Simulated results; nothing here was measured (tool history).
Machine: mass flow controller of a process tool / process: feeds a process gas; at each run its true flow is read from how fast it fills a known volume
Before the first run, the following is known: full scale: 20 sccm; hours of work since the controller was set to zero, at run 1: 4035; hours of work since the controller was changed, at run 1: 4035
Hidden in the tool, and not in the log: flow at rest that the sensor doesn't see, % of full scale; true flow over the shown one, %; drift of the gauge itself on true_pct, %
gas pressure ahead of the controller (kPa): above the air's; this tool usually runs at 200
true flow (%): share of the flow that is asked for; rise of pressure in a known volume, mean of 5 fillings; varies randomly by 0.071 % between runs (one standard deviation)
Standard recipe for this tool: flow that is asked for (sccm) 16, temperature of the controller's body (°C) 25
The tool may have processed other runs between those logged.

| run | day | flow that is asked for (sccm) | gas pressure ahead of the controller (kPa) | temperature of the controller's body (°C) | hours of work since the controller was set to zero | hours of work since the controller was changed | true flow (%) |
|---|---|---|---|---|---|---|---|
| 1 | 0 | 16 | 200 | 25 | 4035 | 4035 | 100.16 |
| 2 | 12.579 | 16 | 213 | 25 | 4251 | 4251 | 100.15 |
| 3 | 26.533 | 16 | 213 | 25 | 4491 | 4491 | 100.23 |
| 4 | 41.204 | 16 | 192 | 25 | 4744 | 4744 | 100.3 |
| 5 | 54.021 | 3 | 200 | 25 | 4964 | 4964 | 96.06 |
| 6 | 63.771 | 16 | 173 | 25 | 5132 | 5132 | 100.32 |
| 7 | 71.962 | 16 | 200 | 25 | 5272 | 5272 | 100.37 |
|  | 73.279 | controller's zero set anew |
| 8 | 86.946 | 16 | 200 | 25 | 235 | 5530 | 100.27 |
| 9 | 97.271 | 16 | 200 | 25 | 412 | 5707 | 100.17 |
|  | 111.858 | controller exchanged for a calibrated one |
| 10 | 111.858 | 16 | 203 | 25 | 0 | 0 | 99.39 |
| 11 | 127.617 | 16 | 203 | 25 | 271 | 271 | 99.61 |

Run 12 is up next; what results do you expect?
| 12 | 134.508 | 16 | 165 | 25 | 389 | 389 | ? |

true flow (%): 99.56
If the tool had no hidden condition, the same run with the same run-to-run variation would have returned true flow (%) 99.65.
